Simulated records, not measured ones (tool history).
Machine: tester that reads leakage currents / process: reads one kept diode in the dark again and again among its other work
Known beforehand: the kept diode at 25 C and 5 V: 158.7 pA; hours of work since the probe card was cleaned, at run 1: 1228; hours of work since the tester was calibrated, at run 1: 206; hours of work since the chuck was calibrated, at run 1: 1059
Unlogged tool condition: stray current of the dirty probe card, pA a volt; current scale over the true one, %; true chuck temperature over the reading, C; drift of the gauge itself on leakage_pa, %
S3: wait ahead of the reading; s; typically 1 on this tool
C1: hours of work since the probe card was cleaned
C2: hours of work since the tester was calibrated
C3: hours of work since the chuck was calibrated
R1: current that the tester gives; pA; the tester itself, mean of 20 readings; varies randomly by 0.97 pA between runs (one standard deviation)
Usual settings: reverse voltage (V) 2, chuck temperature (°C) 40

run 1 hour=0 | reverse_voltage_(V)=2 chuck_temperature_(°C)=40 S3=1 | C1=1228 C2=206 C3=1059 | R1=312.57
run 2 hour=26.8 | reverse_voltage_(V)=2 chuck_temperature_(°C)=40 S3=1 | C1=1248 C2=225 C3=1079 | R1=313.31
run 3 hour=56.3 | reverse_voltage_(V)=2 chuck_temperature_(°C)=40 S3=1.4 | C1=1269 C2=247 C3=1101 | R1=311.68
run 4 hour=77.7 | reverse_voltage_(V)=2 chuck_temperature_(°C)=40 S3=1.4 | C1=1285 C2=263 C3=1116 | R1=312.37
run 5 hour=108.3 | reverse_voltage_(V)=2 chuck_temperature_(°C)=40 S3=1.4 | C1=1308 C2=286 C3=1139 | R1=315.19
run 6 hour=126.5 | reverse_voltage_(V)=2 chuck_temperature_(°C)=40 S3=1.4 | C1=1321 C2=299 C3=1153 | R1=311.98
run 7 hour=156 | reverse_voltage_(V)=2 chuck_temperature_(°C)=40 S3=8.85 | C1=1343 C2=321 C3=1174 | R1=310.72
run 8 hour=187.3 | reverse_voltage_(V)=2 chuck_temperature_(°C)=40 S3=0.69 | C1=1366 C2=344 C3=1198 | R1=312.27
run 9 hour=215.4 | reverse_voltage_(V)=2 chuck_temperature_(°C)=40 S3=0.31 | C1=1387 C2=365 C3=1218 | R1=310.17
run 10 hour=233.2 | reverse_voltage_(V)=2 chuck_temperature_(°C)=40 S3=0.31 | C1=1400 C2=378 C3=1232 | R1=311.7
run 11 hour=256.1 | reverse_voltage_(V)=2 chuck_temperature_(°C)=40 S3=0.31 | C1=1417 C2=395 C3=1248 | R1=310.96
run 12 hour=278.6 | reverse_voltage_(V)=2 chuck_temperature_(°C)=40 S3=0.31 | C1=1434 C2=412 C3=1265 | R1=310.51
run 13 hour=298.2 | reverse_voltage_(V)=2 chuck_temperature_(°C)=40 S3=0.31 | C1=1448 C2=426 C3=1280 | R1=311.82
run 14 hour=318 | reverse_voltage_(V)=2 chuck_temperature_(°C)=40 S3=0.31 | C1=1463 C2=441 C3=1294 | R1=311.03
run 15 hour=352 | reverse_voltage_(V)=2 chuck_temperature_(°C)=40 S3=0.31 | C1=1488 C2=466 C3=1319 | R1=312.2
run 16 hour=380.9 | reverse_voltage_(V)=2.05 chuck_temperature_(°C)=28 S3=0.31 | C1=1510 C2=487 C3=1341 | R1=140.05
-- hour=385.1 chuck's temperature calibrated
run 17 hour=406.5 | reverse_voltage_(V)=2.05 chuck_temperature_(°C)=28 S3=0.31 | C1=1527 C2=505 C3=16 | R1=134.91
run 18 hour=442.9 | reverse_voltage_(V)=4.23 chuck_temperature_(°C)=31 S3=8.94 | C1=1554 C2=532 C3=43 | R1=217.42
run 19 hour=466.6 | reverse_voltage_(V)=4.92 chuck_temperature_(°C)=20 S3=0.51 | C1=1571 C2=549 C3=60 | R1=109.37
run 20 hour=489.3 | reverse_voltage_(V)=8.07 chuck_temperature_(°C)=32 S3=1.51 | C1=1588 C2=566 C3=77 | R1=300.01
run 21 hour=517.5 | reverse_voltage_(V)=3.59 chuck_temperature_(°C)=29 S3=0.93 | C1=1609 C2=587 C3=98 | R1=178.71
run 22 hour=542.7 | reverse_voltage_(V)=6.24 chuck_temperature_(°C)=40 S3=1 | C1=1628 C2=606 C3=117 | R1=458.89
-- hour=550.8 chuck's temperature calibrated, once more
run 23 hour=563.2 | reverse_voltage_(V)=6.24 chuck_temperature_(°C)=40 S3=1 | C1=1641 C2=619 C3=9 | R1=501.09
run 24 hour=599.3 | reverse_voltage_(V)=6.24 chuck_temperature_(°C)=40 S3=1 | C1=1668 C2=646 C3=36 | R1=504.47

What if the next run were any one of these 4? Each begins from the tool's condition after run 24:
run A hour=626.8 | reverse_voltage_(V)=2.62 chuck_temperature_(°C)=22 S3=1.18 | C1=1688 C2=666 C3=56 | R1=?
run B hour=626.8 | reverse_voltage_(V)=15.49 chuck_temperature_(°C)=40 S3=4.89 | C1=1688 C2=666 C3=56 | R1=?
run C hour=626.8 | reverse_voltage_(V)=11.42 chuck_temperature_(°C)=52 S3=2.04 | C1=1688 C2=666 C3=56 | R1=?
run D hour=626.8 | reverse_voltage_(V)=1.47 chuck_temperature_(°C)=45 S3=0.89 | C1=1688 C2=666 C3=56 | R1=?

run=A R1=105.79
run=B R1=708.69
run=C R1=1329.03
run=D R1=399.33
Without the tool's hidden state the same runs would have given:
run=A R1=101.19
run=B R1=682.13
run=C R1=1316.6
run=D R1=399.89

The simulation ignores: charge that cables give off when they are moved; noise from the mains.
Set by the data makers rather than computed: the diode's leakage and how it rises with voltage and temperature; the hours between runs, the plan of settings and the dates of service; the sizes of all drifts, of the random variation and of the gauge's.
